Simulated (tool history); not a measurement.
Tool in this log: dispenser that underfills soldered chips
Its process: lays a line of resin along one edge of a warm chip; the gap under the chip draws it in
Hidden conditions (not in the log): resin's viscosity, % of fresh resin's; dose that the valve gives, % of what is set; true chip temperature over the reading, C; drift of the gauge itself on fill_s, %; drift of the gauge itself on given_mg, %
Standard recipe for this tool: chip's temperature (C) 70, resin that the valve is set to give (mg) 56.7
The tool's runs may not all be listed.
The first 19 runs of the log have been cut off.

| run | hour | chip's temperature (C) | resin that the valve is set to give (mg) | hours of work since the syringe was changed | hours of work since the valve was cleaned | hours of work since the stage was calibrated | time until the resin shows at the far edge (s) | resin that the valve gave (mg) |
|---|---|---|---|---|---|---|---|---|
|  | 116.0 | new syringe of resin |
| 20 | 116.8 | 57 | 60.9 | 1 | 39 | 265 | 316.8 | 58.98 |
| 21 | 121.4 | 77 | 71.3 | 4 | 42 | 269 | 216.4 | 68.47 |
|  | 127.3 | new syringe of resin |
| 22 | 129.0 | 77 | 71.3 | 1 | 47 | 274 | 178.2 | 68.26 |
| 23 | 134.9 | 65 | 62.0 | 5 | 51 | 278 | 358.8 | 59.09 |
|  | 138.5 | new syringe of resin |
| 24 | 142.6 | 65 | 62.0 | 3 | 57 | 283 | 295.1 | 58.65 |
| 25 | 148.4 | 83 | 60.5 | 7 | 61 | 287 | 242.1 | 56.77 |
|  | 149.7 | new syringe of resin |
| 26 | 154.5 | 83 | 60.5 | 3 | 65 | 291 | 182.5 | 56.71 |
| 27 | 158.4 | 75 | 62.8 | 6 | 68 | 294 | 278.0 | 58.35 |
|  | 161.0 | new syringe of resin |
| 28 | 162.3 | 75 | 62.8 | 1 | 70 | 297 | 191.3 | 58.47 |
| 29 | 167.5 | 82 | 54.9 | 5 | 74 | 300 | 214.4 | 51.08 |
|  | 172.4 | new syringe of resin |
|  | 176.9 | dispensing valve cleaned and set on the balance |
| 30 | 176.9 | 82 | 54.9 | 3 | 0 | 306 | 175.3 | 54.99 |
| 31 | 183.0 | 82 | 54.9 | 7 | 4 | 310 | 248.9 | 54.69 |
|  | 184.3 | new syringe of resin |
| 32 | 189.5 | 82 | 54.9 | 4 | 9 | 315 | 189.1 | 54.40 |
|  | 195.3 | new syringe of resin |
| 33 | 197.5 | 67 | 56.7 | 2 | 14 | 320 | 253.9 | 56.03 |

Below are 4 alternative next runs, each starting from the tool's condition after run 33. Predict each:
|  | 206.2 | new syringe of resin |
| A | 206.2 | 56 | 69.8 | 0 | 20 | 326 | ? | ? |
|  | 206.2 | new syringe of resin |
| B | 206.2 | 68 | 52.5 | 0 | 20 | 326 | ? | ? |
|  | 206.2 | new syringe of resin |
| C | 206.2 | 79 | 53.6 | 0 | 20 | 326 | ? | ? |
|  | 206.2 | new syringe of resin |
| D | 206.2 | 57 | 58.4 | 0 | 20 | 326 | ? | ? |

| run | time until the resin shows at the far edge (s) | resin that the valve gave (mg) |
|---|---|---|
| A | 317.9 | 68.43 |
| B | 222.9 | 51.08 |
| C | 157.5 | 52.42 |
| D | 311.7 | 57.11 |
The same runs, with their run-to-run variation unchanged, on a tool lacking any hidden condition would have given:
| run | time until the resin shows at the far edge (s) | resin that the valve gave (mg) |
|---|---|---|
| A | 295.2 | 69.86 |
| B | 207.5 | 52.15 |
| C | 147.3 | 53.52 |
| D | 289.2 | 58.31 |
